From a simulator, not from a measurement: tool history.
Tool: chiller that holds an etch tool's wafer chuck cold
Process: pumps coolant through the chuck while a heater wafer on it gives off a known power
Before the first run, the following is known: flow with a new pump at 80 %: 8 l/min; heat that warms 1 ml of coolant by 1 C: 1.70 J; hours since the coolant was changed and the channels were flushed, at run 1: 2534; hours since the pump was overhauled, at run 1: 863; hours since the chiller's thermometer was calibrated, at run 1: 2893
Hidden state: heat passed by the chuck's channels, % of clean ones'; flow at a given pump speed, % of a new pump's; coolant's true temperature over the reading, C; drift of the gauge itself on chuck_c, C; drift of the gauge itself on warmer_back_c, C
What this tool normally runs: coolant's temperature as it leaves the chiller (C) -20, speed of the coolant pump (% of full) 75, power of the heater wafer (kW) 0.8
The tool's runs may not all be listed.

| run | hour | coolant's temperature as it leaves the chiller (C) | speed of the coolant pump (% of full) | power of the heater wafer (kW) | hours since the coolant was changed and the channels were flushed | hours since the pump was overhauled | hours since the chiller's thermometer was calibrated | chuck's temperature once it has settled (C) | how much warmer the coolant comes back (C) |
|---|---|---|---|---|---|---|---|---|---|
| 1 | 0 | -20 | 75 | 0.8 | 2534 | 863 | 2893 | -9.1 | 3.87 |
| 2 | 81.7 | -20 | 75 | 0.8 | 2616 | 944 | 2974 | -9.1 | 3.87 |
| 3 | 152.1 | -20 | 75 | 0.8 | 2687 | 1015 | 3045 | -8.8 | 3.91 |
| 4 | 208.9 | -20 | 75 | 0.8 | 2743 | 1072 | 3102 | -8.9 | 3.91 |
| 5 | 257.3 | -20 | 89 | 0.8 | 2792 | 1120 | 3150 | -10.7 | 3.21 |
| 6 | 319.1 | -20 | 89 | 0.8 | 2854 | 1182 | 3212 | -10.7 | 3.28 |
| 7 | 374.2 | -20 | 89 | 0.8 | 2909 | 1237 | 3267 | -10.5 | 3.21 |
| 8 | 413 | -20 | 89 | 0.8 | 2948 | 1276 | 3306 | -10.5 | 3.21 |
| 9 | 482.5 | -20 | 89 | 0.8 | 3017 | 1345 | 3375 | -10.7 | 3.24 |
| 10 | 549 | -18 | 79 | 0.8 | 3084 | 1412 | 3442 | -7.2 | 3.77 |
| 11 | 623.6 | -20 | 99 | 0.735 | 3158 | 1486 | 3516 | -12.2 | 2.69 |
| 12 | 694.9 | -20 | 90 | 0.8 | 3229 | 1558 | 3588 | -10.3 | 3.3 |
| 13 | 739.2 | -20 | 69 | 0.8 | 3274 | 1602 | 3632 | -7.4 | 4.4 |

Here are 5 independent what-if runs from the current tool condition. What would each one return?
| A | 815.2 | -29 | 69 | 0.72 | 3350 | 1678 | 3708 | ? | ? |
| B | 815.2 | -18 | 93 | 0.8 | 3350 | 1678 | 3708 | ? | ? |
| C | 815.2 | -21 | 62 | 1.187 | 3350 | 1678 | 3708 | ? | ? |
| D | 815.2 | -20 | 76 | 0.8 | 3350 | 1678 | 3708 | ? | ? |
| E | 815.2 | -24 | 83 | 0.763 | 3350 | 1678 | 3708 | ? | ? |

| run | chuck's temperature once it has settled (C) | how much warmer the coolant comes back (C) |
|---|---|---|
| A | -17.7 | 3.91 |
| B | -8.9 | 3.16 |
| C | 0.3 | 7.32 |
| D | -8.6 | 3.97 |
| E | -14.1 | 3.38 |
With the hidden condition removed and each run's random variation left untouched, the same runs would have given:
| run | chuck's temperature once it has settled (C) | how much warmer the coolant comes back (C) |
|---|---|---|
| A | -19.4 | 3.69 |
| B | -10.2 | 2.99 |
| C | -3.4 | 6.92 |
| D | -10.3 | 3.75 |
| E | -15.5 | 3.19 |
